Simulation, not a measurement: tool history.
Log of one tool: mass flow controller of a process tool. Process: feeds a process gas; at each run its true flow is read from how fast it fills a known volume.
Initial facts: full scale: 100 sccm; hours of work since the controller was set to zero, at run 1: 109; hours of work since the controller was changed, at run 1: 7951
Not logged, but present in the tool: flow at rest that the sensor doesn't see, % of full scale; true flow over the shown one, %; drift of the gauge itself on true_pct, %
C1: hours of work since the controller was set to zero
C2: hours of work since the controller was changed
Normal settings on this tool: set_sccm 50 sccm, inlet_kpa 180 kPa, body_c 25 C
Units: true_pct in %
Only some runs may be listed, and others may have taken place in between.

run 1 hour=0 | set_sccm=50 inlet_kpa=180 body_c=25 | C1=109 C2=7951 | true_pct=100.25
run 2 hour=553.3 | set_sccm=50 inlet_kpa=180 body_c=25 | C1=407 C2=8249 | true_pct=100.33
run 3 hour=1079.4 | set_sccm=50 inlet_kpa=180 body_c=25 | C1=690 C2=8532 | true_pct=100.38
run 4 hour=1501.9 | set_sccm=50 inlet_kpa=180 body_c=25 | C1=918 C2=8759 | true_pct=100.41
run 5 hour=1749.9 | set_sccm=50 inlet_kpa=180 body_c=25 | C1=1051 C2=8893 | true_pct=100.37
run 6 hour=2299.4 | set_sccm=50 inlet_kpa=180 body_c=32 | C1=1347 C2=9189 | true_pct=101.54
run 7 hour=2877.2 | set_sccm=50 inlet_kpa=180 body_c=32 | C1=1658 C2=9500 | true_pct=101.55
run 8 hour=3122.7 | set_sccm=50 inlet_kpa=180 body_c=32 | C1=1790 C2=9632 | true_pct=101.57
run 9 hour=3715.7 | set_sccm=50 inlet_kpa=180 body_c=32 | C1=2110 C2=9951 | true_pct=101.71
run 10 hour=3980.4 | set_sccm=50 inlet_kpa=180 body_c=32 | C1=2252 C2=10093 | true_pct=101.62
run 11 hour=4303.6 | set_sccm=50 inlet_kpa=180 body_c=35 | C1=2426 C2=10268 | true_pct=101.97
run 12 hour=4665.9 | set_sccm=50 inlet_kpa=180 body_c=26 | C1=2621 C2=10463 | true_pct=101.13
run 13 hour=5132.9 | set_sccm=50 inlet_kpa=180 body_c=26 | C1=2872 C2=10714 | true_pct=101.19
run 14 hour=5665.7 | set_sccm=53 inlet_kpa=180 body_c=25 | C1=3159 C2=11001 | true_pct=101.39
run 15 hour=5959.8 | set_sccm=17 inlet_kpa=180 body_c=25 | C1=3318 C2=11159 | true_pct=102.34
run 16 hour=6214.5 | set_sccm=78 inlet_kpa=180 body_c=25 | C1=3455 C2=11296 | true_pct=101.43
run 17 hour=6542.1 | set_sccm=78 inlet_kpa=180 body_c=25 | C1=3631 C2=11473 | true_pct=101.54
run 18 hour=7073.6 | set_sccm=78 inlet_kpa=180 body_c=25 | C1=3917 C2=11759 | true_pct=101.6
run 19 hour=7506.5 | set_sccm=78 inlet_kpa=180 body_c=25 | C1=4150 C2=11992 | true_pct=101.6
run 20 hour=8103.8 | set_sccm=50 inlet_kpa=180 body_c=25 | C1=4472 C2=12313 | true_pct=101.66
run 21 hour=8510 | set_sccm=50 inlet_kpa=180 body_c=25 | C1=4690 C2=12532 | true_pct=101.8
run 22 hour=8769.9 | set_sccm=50 inlet_kpa=188 body_c=36 | C1=4830 C2=12672 | true_pct=102.87
run 23 hour=9015.4 | set_sccm=50 inlet_kpa=188 body_c=36 | C1=4963 C2=12804 | true_pct=102.96
run 24 hour=9609.9 | set_sccm=64 inlet_kpa=180 body_c=34 | C1=5283 C2=13124 | true_pct=102.91
run 25 hour=10125.8 | set_sccm=19 inlet_kpa=180 body_c=40 | C1=5560 C2=13402 | true_pct=105.23
run 26 hour=10550.7 | set_sccm=39 inlet_kpa=141 body_c=34 | C1=5789 C2=13631 | true_pct=103.44
run 27 hour=11033.6 | set_sccm=14 inlet_kpa=180 body_c=28 | C1=6049 C2=13890 | true_pct=105.46
run 28 hour=11517.4 | set_sccm=10 inlet_kpa=172 body_c=25 | C1=6309 C2=14151 | true_pct=107.28
run 29 hour=11798.8 | set_sccm=10 inlet_kpa=172 body_c=25 | C1=6461 C2=14302 | true_pct=107.51
-- hour=11856.4 controller exchanged for a calibrated one
run 30 hour=12319.7 | set_sccm=50 inlet_kpa=152 body_c=33 | C1=249 C2=249 | true_pct=100.33
run 31 hour=12823.2 | set_sccm=50 inlet_kpa=229 body_c=32 | C1=520 C2=520 | true_pct=99.79
run 32 hour=13365.7 | set_sccm=50 inlet_kpa=229 body_c=32 | C1=812 C2=812 | true_pct=99.85
run 33 hour=13909.5 | set_sccm=50 inlet_kpa=161 body_c=25 | C1=1105 C2=1105 | true_pct=99.63
run 34 hour=14509 | set_sccm=61 inlet_kpa=197 body_c=33 | C1=1428 C2=1428 | true_pct=100.47
run 35 hour=15064.6 | set_sccm=61 inlet_kpa=197 body_c=33 | C1=1727 C2=1727 | true_pct=100.74
run 36 hour=15431.5 | set_sccm=50 inlet_kpa=174 body_c=29 | C1=1925 C2=1925 | true_pct=100.21
run 37 hour=15921.1 | set_sccm=50 inlet_kpa=180 body_c=31 | C1=2188 C2=2188 | true_pct=100.44
run 38 hour=16347.3 | set_sccm=50 inlet_kpa=180 body_c=26 | C1=2418 C2=2418 | true_pct=100.04
run 39 hour=16865.1 | set_sccm=10 inlet_kpa=253 body_c=38 | C1=2696 C2=2696 | true_pct=102.54
run 40 hour=17125.4 | set_sccm=86 inlet_kpa=154 body_c=38 | C1=2836 C2=2836 | true_pct=102.32

For run 41, what comes out?
run 41 hour=17519.8 | set_sccm=17 inlet_kpa=154 body_c=38 | C1=3049 C2=3049 | true_pct=?

true_pct: 102.41 %
With no hidden state in the tool, this same run would have given true_pct 100.28 %.
